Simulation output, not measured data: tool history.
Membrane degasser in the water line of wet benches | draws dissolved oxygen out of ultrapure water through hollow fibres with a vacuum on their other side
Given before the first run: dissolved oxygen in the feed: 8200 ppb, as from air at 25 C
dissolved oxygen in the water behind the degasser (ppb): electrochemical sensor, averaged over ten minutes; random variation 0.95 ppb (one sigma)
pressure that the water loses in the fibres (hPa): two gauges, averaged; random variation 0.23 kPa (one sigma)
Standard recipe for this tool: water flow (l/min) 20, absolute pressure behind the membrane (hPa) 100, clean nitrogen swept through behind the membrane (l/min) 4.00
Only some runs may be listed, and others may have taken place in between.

run    hour  water flow (l/min)  absolute pressure behind the membrane (hPa)  clean nitrogen swept through behind the membrane (l/min)  dissolved oxygen in the water behind the degasser (ppb)  pressure that the water loses in the fibres (hPa)
  1     0.0                  20                                          100                                                      4.00                                                     90.6                                              586.3
  2   284.7                  20                                          100                                                      4.00                                                     90.1                                              584.7
  3   461.6                  19                                          100                                                      4.00                                                     85.2                                              548.9
      600.4  -- seals of the vacuum lines changed
  4   734.3                  20                                          100                                                      4.00                                                     90.5                                              581.3
  5  1017.8                  20                                          100                                                      4.00                                                     90.7                                              578.4
  6  1279.0                  20                                          100                                                      4.00                                                     89.9                                              581.2
  7  1475.2                  15                                          100                                                      4.00                                                     63.3                                              431.7
  8  1771.5                  21                                           90                                                      2.78                                                    115.6                                              608.0
  9  2079.3                  12                                          142                                                      3.01                                                    106.7                                              348.1
 10  2238.2                  12                                          197                                                      3.96                                                    119.8                                              342.4
 11  2428.2                  15                                          100                                                      7.00                                                     37.7                                              432.5

Each row is a separate what-if for the run after 11, all from the same tool condition, not one after another. Results?
  A  2639.7                  20                                          199                                                      4.00                                                        ?                                                  ?
  B  2639.7                  32                                           88                                                     11.55                                                        ?                                                  ?
  C  2639.7                  23                                          145                                                      4.86                                                        ?                                                  ?
  D  2639.7                  16                                           97                                                      9.13                                                        ?                                                  ?
  E  2639.7                  26                                          199                                                      4.00                                                        ?                                                  ?

run  dissolved oxygen in the water behind the degasser (ppb)  pressure that the water loses in the fibres (hPa)
  A                                                    208.4                                              574.2
  B                                                     92.7                                              914.6
  C                                                    143.2                                              664.0
  D                                                     30.7                                              460.9
  E                                                    277.9                                              740.7
What these runs would have given with no unlogged condition in the tool:
run  dissolved oxygen in the water behind the degasser (ppb)  pressure that the water loses in the fibres (hPa)
  A                                                    208.4                                              581.0
  B                                                     92.6                                              925.4
  C                                                    143.1                                              671.9
  D                                                     30.7                                              466.3
  E                                                    277.8                                              749.5
